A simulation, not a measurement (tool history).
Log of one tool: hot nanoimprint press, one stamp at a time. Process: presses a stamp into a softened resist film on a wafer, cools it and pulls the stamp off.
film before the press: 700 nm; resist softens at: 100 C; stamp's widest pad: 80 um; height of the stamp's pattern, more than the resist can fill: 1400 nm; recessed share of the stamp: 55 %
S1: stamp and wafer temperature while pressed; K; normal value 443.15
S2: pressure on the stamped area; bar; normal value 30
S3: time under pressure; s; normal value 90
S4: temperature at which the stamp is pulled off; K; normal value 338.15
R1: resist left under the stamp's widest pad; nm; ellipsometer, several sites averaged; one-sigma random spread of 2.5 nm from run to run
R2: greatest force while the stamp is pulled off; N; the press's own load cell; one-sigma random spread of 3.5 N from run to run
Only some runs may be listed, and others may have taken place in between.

run	hour	S1	S2	S3	S4	R1	R2
1	0	443.15	30	90	338.15	419.3	222
2	28.5	443.15	30	118	338.15	384	223
3	43.2	443.15	30	90	341.15	416.7	216
# hour 73.5: stamp cleaned and given a new release coat
4	78.1	443.15	30	90	338.15	420	199
5	103	443.15	30	90	338.15	419.8	198
6	122.6	443.15	30	90	338.15	424.5	207
7	147.1	443.15	30	90	338.15	423.2	206
8	169.6	443.15	30	90	338.15	433.4	214
9	183.1	443.15	30	90	338.15	426.4	216
10	203.7	443.15	30	153	338.15	359.5	216
11	226.5	443.15	30	160	338.15	353.3	225
# hour 231.2: plate thermocouple calibrated
# hour 259.8: stamp cleaned and given a new release coat
12	262.7	443.15	30	160	338.15	363.5	203
13	282.9	450.15	30	90	338.15	316.8	210
# hour 289.2: plate thermocouple calibrated, once more
14	304.4	452.15	42.2	90	338.15	231.1	203
15	326.3	449.15	42.2	90	339.15	270.5	202
16	347.3	449.15	42.2	177	339.15	200.2	206
17	370.5	449.15	42.2	177	339.15	204.5	218
18	383	441.15	36.4	177	339.15	339	214
19	412	446.15	38.7	177	333.15	254.1	243
20	433.4	436.15	18.8	142	324.15	545.4	268

Hidden state or all else? Some run-to-run changes of R1, split into what the settings, what came in and random variation would give without the hidden state, and what is left for the hidden state (with any gauge scatter that isn't in both results):
Hidden state at play: true temperature over the reading, C; pressure that arrives at the usual setting, %; grip of the stamp's worn release coat, % over a new coat's; drift of the gauge itself on residual_nm, %; drift of the gauge itself on pull_off_n, %.
Run 11 -> 12: plate thermocouple calibrated, stamp cleaned and given a new release coat. R1 +10.2 nm: hidden state +7.9, all else +2.3.
Run 13 -> 14: S1 450.15 -> 452.15, S2 30 -> 42.2, plate thermocouple calibrated, once more. R1 -85.7 nm: hidden state -22.9, all else -62.8.
Run 17 -> 18: S1 449.15 -> 441.15, S2 42.2 -> 36.4. R1 +134.5 nm: hidden state +3.1, all else +131.4.
Run 19 -> 20: S1 446.15 -> 436.15, S2 38.7 -> 18.8, S3 177 -> 142, S4 333.15 -> 324.15. R1 +291.3 nm: hidden state +1, all else +290.3.

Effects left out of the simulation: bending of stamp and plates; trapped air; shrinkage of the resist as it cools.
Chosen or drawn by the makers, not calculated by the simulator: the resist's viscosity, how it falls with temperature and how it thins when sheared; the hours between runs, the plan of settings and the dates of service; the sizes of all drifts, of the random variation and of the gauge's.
